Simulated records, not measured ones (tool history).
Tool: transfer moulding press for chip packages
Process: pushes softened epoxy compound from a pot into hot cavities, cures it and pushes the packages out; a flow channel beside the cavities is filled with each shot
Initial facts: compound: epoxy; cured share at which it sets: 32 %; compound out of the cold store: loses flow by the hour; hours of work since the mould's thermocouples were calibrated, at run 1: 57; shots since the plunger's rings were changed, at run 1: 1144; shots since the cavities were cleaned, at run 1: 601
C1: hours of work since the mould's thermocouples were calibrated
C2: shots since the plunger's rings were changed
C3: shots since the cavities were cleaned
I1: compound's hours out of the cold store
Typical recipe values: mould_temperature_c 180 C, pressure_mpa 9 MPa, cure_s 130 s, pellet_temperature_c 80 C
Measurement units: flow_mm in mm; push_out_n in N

run 1 hour=0 | mould_temperature_c=180 pressure_mpa=9 cure_s=130 pellet_temperature_c=80 | C1=57 C2=1144 C3=601 | I1=29.6 | flow_mm=948 push_out_n=354
-- hour=43.1 cavities cleaned with cleaning compound and waxed
run 2 hour=47.1 | mould_temperature_c=180 pressure_mpa=9 cure_s=130 pellet_temperature_c=80 | C1=92 C2=1681 C3=48 | I1=42.8 | flow_mm=907 push_out_n=364
run 3 hour=84.4 | mould_temperature_c=180 pressure_mpa=9 cure_s=130 pellet_temperature_c=80 | C1=120 C2=2120 C3=487 | I1=8.8 | flow_mm=1098 push_out_n=378
run 4 hour=133.6 | mould_temperature_c=180 pressure_mpa=9 cure_s=130 pellet_temperature_c=80 | C1=158 C2=2698 C3=1065 | I1=13.5 | flow_mm=1050 push_out_n=377
-- hour=141.1 cavities cleaned with cleaning compound and waxed
run 5 hour=189.7 | mould_temperature_c=180 pressure_mpa=9 cure_s=130 pellet_temperature_c=80 | C1=200 C2=3340 C3=571 | I1=12.1 | flow_mm=1051 push_out_n=374
-- hour=202.8 plunger's sealing rings changed
run 6 hour=231.1 | mould_temperature_c=180 pressure_mpa=9 cure_s=158 pellet_temperature_c=80 | C1=230 C2=332 C3=1028 | I1=46.8 | flow_mm=865 push_out_n=332
-- hour=243.8 cavities cleaned with cleaning compound and waxed
run 7 hour=305.7 | mould_temperature_c=180 pressure_mpa=9 cure_s=159 pellet_temperature_c=80 | C1=286 C2=1192 C3=728 | I1=10.1 | flow_mm=1060 push_out_n=324
-- hour=344.2 cavities cleaned with cleaning compound and waxed
run 8 hour=376.2 | mould_temperature_c=180 pressure_mpa=9 cure_s=159 pellet_temperature_c=80 | C1=338 C2=2004 C3=377 | I1=47.1 | flow_mm=875 push_out_n=338
-- hour=428.8 mould's thermocouples calibrated
run 9 hour=434.2 | mould_temperature_c=180 pressure_mpa=9 cure_s=159 pellet_temperature_c=80 | C1=4 C2=2662 C3=1035 | I1=10.3 | flow_mm=1067 push_out_n=327
-- hour=439.9 cavities cleaned with cleaning compound and waxed
-- hour=506.7 plunger's sealing rings changed
run 10 hour=512.8 | mould_temperature_c=180 pressure_mpa=9 cure_s=159 pellet_temperature_c=80 | C1=61 C2=72 C3=828 | I1=23.4 | flow_mm=1004 push_out_n=326
-- hour=538.3 cavities cleaned with cleaning compound and waxed
run 11 hour=593 | mould_temperature_c=180 pressure_mpa=9 cure_s=159 pellet_temperature_c=80 | C1=122 C2=997 C3=643 | I1=16.8 | flow_mm=1037 push_out_n=336
-- hour=632.4 cavities cleaned with cleaning compound and waxed
run 12 hour=662.6 | mould_temperature_c=180 pressure_mpa=9 cure_s=159 pellet_temperature_c=80 | C1=174 C2=1798 C3=354 | I1=8.4 | flow_mm=1090 push_out_n=315
run 13 hour=719.4 | mould_temperature_c=188 pressure_mpa=9 cure_s=130 pellet_temperature_c=80 | C1=217 C2=2466 C3=1022 | I1=27.1 | flow_mm=921 push_out_n=320
-- hour=727 cavities cleaned with cleaning compound and waxed
run 14 hour=793.2 | mould_temperature_c=188 pressure_mpa=9 cure_s=130 pellet_temperature_c=80 | C1=273 C2=3316 C3=777 | I1=40.6 | flow_mm=869 push_out_n=318
-- hour=806.7 plunger's sealing rings changed
-- hour=824.3 cavities cleaned with cleaning compound and waxed
run 15 hour=865.8 | mould_temperature_c=174 pressure_mpa=9 cure_s=115 pellet_temperature_c=80 | C1=325 C2=678 C3=489 | I1=20.1 | flow_mm=1063 push_out_n=656
-- hour=918.5 cavities cleaned with cleaning compound and waxed
run 16 hour=923.1 | mould_temperature_c=174 pressure_mpa=9 cure_s=115 pellet_temperature_c=80 | C1=368 C2=1334 C3=54 | I1=35 | flow_mm=963 push_out_n=620
-- hour=936.5 mould's thermocouples calibrated
run 17 hour=977.4 | mould_temperature_c=177 pressure_mpa=8.06 cure_s=130 pellet_temperature_c=80 | C1=31 C2=1949 C3=669 | I1=24.6 | flow_mm=959 push_out_n=427
run 18 hour=1009.9 | mould_temperature_c=180 pressure_mpa=7.72 cure_s=130 pellet_temperature_c=80 | C1=56 C2=2331 C3=1051 | I1=24.4 | flow_mm=908 push_out_n=359
-- hour=1015.9 cavities cleaned with cleaning compound and waxed
run 19 hour=1074.5 | mould_temperature_c=180 pressure_mpa=8.11 cure_s=130 pellet_temperature_c=80 | C1=105 C2=3073 C3=689 | I1=42.7 | flow_mm=850 push_out_n=355
-- hour=1108.6 plunger's sealing rings changed
-- hour=1116.4 cavities cleaned with cleaning compound and waxed
run 20 hour=1121.5 | mould_temperature_c=180 pressure_mpa=9 cure_s=111 pellet_temperature_c=82 | C1=137 C2=134 C3=61 | I1=46 | flow_mm=893 push_out_n=415
run 21 hour=1178.8 | mould_temperature_c=180 pressure_mpa=9 cure_s=111 pellet_temperature_c=84 | C1=181 C2=807 C3=734 | I1=22.9 | flow_mm=1005 push_out_n=453
-- hour=1211.6 cavities cleaned with cleaning compound and waxed
run 22 hour=1236.8 | mould_temperature_c=180 pressure_mpa=9 cure_s=111 pellet_temperature_c=84 | C1=225 C2=1473 C3=297 | I1=14.2 | flow_mm=1040 push_out_n=452

Below, some changes in push_out_n between adjacent runs. For each, the amount present without the hidden state too (settings, incoming material, random variation) and the amount remaining for the hidden state with gauge scatter not shared by both compared results:
What the log doesn't record here: true mould temperature over the reading, C; pressure that reaches the compound, % of what is set; grip of the stained cavities, % over clean ones'; drift of the gauge itself on flow_mm, %; drift of the gauge itself on push_out_n, %.
Run 14 -> 15: mould_temperature_c 188 -> 174, cure_s 130 -> 115, plunger's sealing rings changed, cavities cleaned with cleaning compound and waxed. push_out_n +338 N: hidden state +3, all else +335.
Run 15 -> 16: cavities cleaned with cleaning compound and waxed. push_out_n -36 N: hidden state -8, all else -28.
Run 16 -> 17: mould_temperature_c 174 -> 177, pressure_mpa 9 -> 8.06, cure_s 115 -> 130, mould's thermocouples calibrated. push_out_n -193 N: hidden state +6, all else -199.
Run 20 -> 21: pellet_temperature_c 82 -> 84. push_out_n +38 N: hidden state +7, all else +31.

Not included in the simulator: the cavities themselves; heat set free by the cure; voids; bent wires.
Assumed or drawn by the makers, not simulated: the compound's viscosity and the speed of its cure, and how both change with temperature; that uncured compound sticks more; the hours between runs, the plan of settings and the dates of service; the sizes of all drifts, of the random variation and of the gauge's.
